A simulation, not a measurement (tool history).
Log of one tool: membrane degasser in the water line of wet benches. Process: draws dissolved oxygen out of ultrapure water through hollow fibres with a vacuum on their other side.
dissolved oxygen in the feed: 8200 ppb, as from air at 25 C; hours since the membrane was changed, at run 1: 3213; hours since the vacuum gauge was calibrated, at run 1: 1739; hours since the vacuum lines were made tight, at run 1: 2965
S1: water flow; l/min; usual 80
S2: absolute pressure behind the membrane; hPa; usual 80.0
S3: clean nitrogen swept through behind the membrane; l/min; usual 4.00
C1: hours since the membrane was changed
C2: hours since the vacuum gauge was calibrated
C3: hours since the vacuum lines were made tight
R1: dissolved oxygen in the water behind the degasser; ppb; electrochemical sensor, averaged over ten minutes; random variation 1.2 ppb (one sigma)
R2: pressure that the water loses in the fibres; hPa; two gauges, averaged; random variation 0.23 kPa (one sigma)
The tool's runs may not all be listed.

run	hour	S1	S2	S3	C1	C2	C3	R1	R2
1	0.0	80	80.0	4.00	3213	1739	2965	224.0	585.7
2	40.2	80	80.0	4.00	3254	1779	3005	222.6	579.6
3	110.7	80	80.0	4.00	3324	1849	3075	222.0	581.8
4	193.5	80	80.0	4.00	3407	1932	3158	222.3	582.4
5	282.4	80	80.0	4.00	3496	2021	3247	222.7	582.0
6	354.6	80	80.0	4.00	3568	2093	3319	220.4	584.1
7	446.5	80	80.0	4.00	3660	2185	3411	221.2	583.1
8	536.5	80	80.0	4.00	3750	2275	3501	220.8	579.2
9	629.4	80	80.0	4.00	3843	2368	3594	222.7	576.8
10	723.1	80	80.0	4.00	3937	2462	3688	222.0	581.9
11	768.5	80	80.0	4.00	3982	2507	3733	219.3	576.9
12	816.3	80	80.0	4.00	4030	2555	3781	219.0	580.1
13	890.8	80	80.0	4.00	4104	2629	3855	219.8	582.6
14	933.9	100	80.0	4.00	4147	2673	3899	285.8	724.3
15	1023.2	80	121.4	4.00	4237	2762	3988	387.3	583.0
16	1065.7	76	121.4	4.00	4279	2804	4030	366.9	558.7
17	1106.4	83	66.8	11.72	4320	2845	4071	74.9	606.5
18	1203.2	83	66.8	11.72	4417	2942	4168	74.3	600.4
19	1266.8	107	116.8	2.97	4480	3005	4231	619.7	776.1
20	1311.2	105	80.0	2.38	4525	3050	4276	432.6	763.6
# hour 1322.5: gauge calibrated
21	1368.5	128	194.6	3.05	4582	3107	4333	1264.5	932.3
22	1431.7	128	84.5	6.19	4645	3170	4396	325.1	927.6
23	1484.0	128	84.5	6.19	4697	3223	4449	326.1	931.2
24	1536.7	103	62.3	5.15	4750	3275	4501	174.8	752.6
25	1628.5	78	110.1	2.12	4842	3367	4593	562.8	567.3
26	1709.0	76	69.4	4.00	4922	3448	4674	166.4	553.3
27	1780.4	76	69.4	4.00	4994	3519	4745	165.2	549.7
28	1855.0	76	109.6	8.36	5068	3594	4820	174.0	557.0
29	1939.4	76	109.6	8.36	5153	3678	4904	173.2	550.9
30	1983.4	124	79.6	4.00	5197	3722	4948	375.7	902.3
31	2025.0	124	79.6	4.00	5238	3764	4990	375.7	902.4

Forecast each of these 4 alternatives for the next run:
A	2065.9	66	79.6	4.98	5279	3805	5031	?	?
B	2065.9	80	80.0	4.23	5279	3805	5031	?	?
C	2065.9	88	79.6	3.15	5279	3805	5031	?	?
D	2065.9	124	153.2	4.00	5279	3805	5031	?	?

run	R1	R2
A	147.6	479.2
B	210.5	581.3
C	292.9	643.5
D	794.7	904.0
Without the tool's hidden state the same runs would have given:
run	R1	R2
A	150.0	479.1
B	213.8	581.2
C	297.6	643.3
D	807.4	903.7
